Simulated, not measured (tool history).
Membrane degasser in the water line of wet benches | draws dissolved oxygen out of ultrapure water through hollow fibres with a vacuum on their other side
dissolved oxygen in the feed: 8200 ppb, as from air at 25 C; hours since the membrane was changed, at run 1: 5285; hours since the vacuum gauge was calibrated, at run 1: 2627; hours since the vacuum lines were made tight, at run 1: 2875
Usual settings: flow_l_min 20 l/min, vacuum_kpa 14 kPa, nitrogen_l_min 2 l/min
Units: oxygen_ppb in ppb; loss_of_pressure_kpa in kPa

run,hour,flow_l_min,vacuum_kpa,nitrogen_l_min,hours since the membrane was changed,hours since the vacuum gauge was calibrated,hours since the vacuum lines were made tight,oxygen_ppb,loss_of_pressure_kpa
1,0,20,14,2,5285,2627,2875,552.6,63.5
2,102.8,20,14,2,5388,2730,2978,556.6,62.92
3,235.4,20,14,2,5521,2863,3110,553.9,63.22
4,385.7,30,14,2,5671,3013,3260,956.6,94.96
5,585.9,20,14,2,5871,3213,3461,564.6,63.22
6,726.1,20,9.1,2,6011,3353,3601,460.3,62.98
# hour 845.9: vacuum gauge calibrated
7,865.9,28,9.1,0.89,6151,20,3740,923.9,88.05
8,1051.5,19,11.1,2.76,6336,206,3926,423,59.27

Forecast run 9:
9,1139.6,29,10.3,1.55,6424,294,4014,?,?

{"run 9": {"oxygen_ppb": 879.3, "loss_of_pressure_kpa": 91.49}}
Without the tool's hidden state the same run would have given oxygen_ppb 877.2 ppb, loss_of_pressure_kpa 92.3 kPa.
